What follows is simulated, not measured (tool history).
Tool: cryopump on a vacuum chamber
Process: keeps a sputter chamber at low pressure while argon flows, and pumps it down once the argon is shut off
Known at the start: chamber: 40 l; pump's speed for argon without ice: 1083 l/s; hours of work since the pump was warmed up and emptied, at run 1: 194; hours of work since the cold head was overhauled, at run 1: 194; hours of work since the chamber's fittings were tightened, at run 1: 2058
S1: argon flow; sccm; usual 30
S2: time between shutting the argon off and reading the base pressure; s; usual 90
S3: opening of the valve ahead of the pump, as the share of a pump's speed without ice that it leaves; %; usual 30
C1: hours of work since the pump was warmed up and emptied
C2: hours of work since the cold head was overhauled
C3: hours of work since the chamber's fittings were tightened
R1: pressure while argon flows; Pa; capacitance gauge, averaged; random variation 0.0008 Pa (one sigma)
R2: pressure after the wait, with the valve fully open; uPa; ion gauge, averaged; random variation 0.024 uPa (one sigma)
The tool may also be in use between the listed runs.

run,hour,S1,S2,S3,C1,C2,C3,R1,R2
1,0.0,30,90,30,194,194,2058,0.1594,2.65
2,12.8,30,299,30,201,201,2065,0.1588,2.32
3,22.5,30,21,30,206,206,2070,0.1583,4.73
4,34.6,30,21,30,213,213,2076,0.1584,4.59
5,41.4,30,21,30,216,216,2080,0.1592,4.80
6,53.2,30,90,30,223,223,2087,0.1596,2.81
7,60.9,30,90,30,227,227,2091,0.1593,2.87
8,69.5,30,90,30,232,232,2095,0.1604,2.87
9,84.0,18,90,30,239,239,2103,0.0944,2.82
10,97.3,18,111,30,247,247,2111,0.0958,2.70
11,110.1,18,111,30,254,254,2118,0.0959,2.78
12,120.6,30,90,48,259,259,2123,0.1019,2.81
13,134.6,30,90,48,267,267,2131,0.1003,2.86
14,149.1,30,90,50,275,275,2139,0.0974,2.90
15,155.7,30,90,50,278,278,2142,0.0978,2.88
16,165.6,43,90,46,284,284,2148,0.1529,2.79
17,176.3,43,76,18,290,290,2154,0.3783,2.98
18,182.4,40,231,26,293,293,2157,0.2450,2.50
19,195.8,31,25,26,300,300,2164,0.1906,4.44
20,205.9,30,107,30,306,306,2170,0.1595,2.85
21,220.7,42,24,19,314,314,2178,0.3532,4.63
22,231.3,42,201,17,320,320,2183,0.3935,2.57
23,239.3,30,90,33,324,324,2188,0.1456,2.93
24,251.8,49,236,17,331,331,2195,0.4588,2.62
25,259.6,36,236,20,335,335,2199,0.2877,2.55

Hidden state or all else? Some run-to-run changes of R1, split into what the settings, what came in and random variation would give without the hidden state, and what is left for the hidden state (with any gauge scatter that isn't in both results):
The hidden state here: pump's speed, % of a pump's without ice; cold plate's temperature, K; leak into the chamber, uPa l/s; drift of the gauge itself on working_pa, %; drift of the gauge itself on base_upa, %.
Run 20 -> 21: S1 30 -> 42, S2 107 -> 24, S3 30 -> 19. R1 +0.1937 Pa: hidden state +0.0022, all else +0.1915.
Run 22 -> 23: S1 42 -> 30, S2 201 -> 90, S3 17 -> 33. R1 -0.2479 Pa: hidden state -0.0019, all else -0.2460.
Run 23 -> 24: S1 30 -> 49, S2 90 -> 236, S3 33 -> 17. R1 +0.3132 Pa: hidden state +0.0033, all else +0.3099.
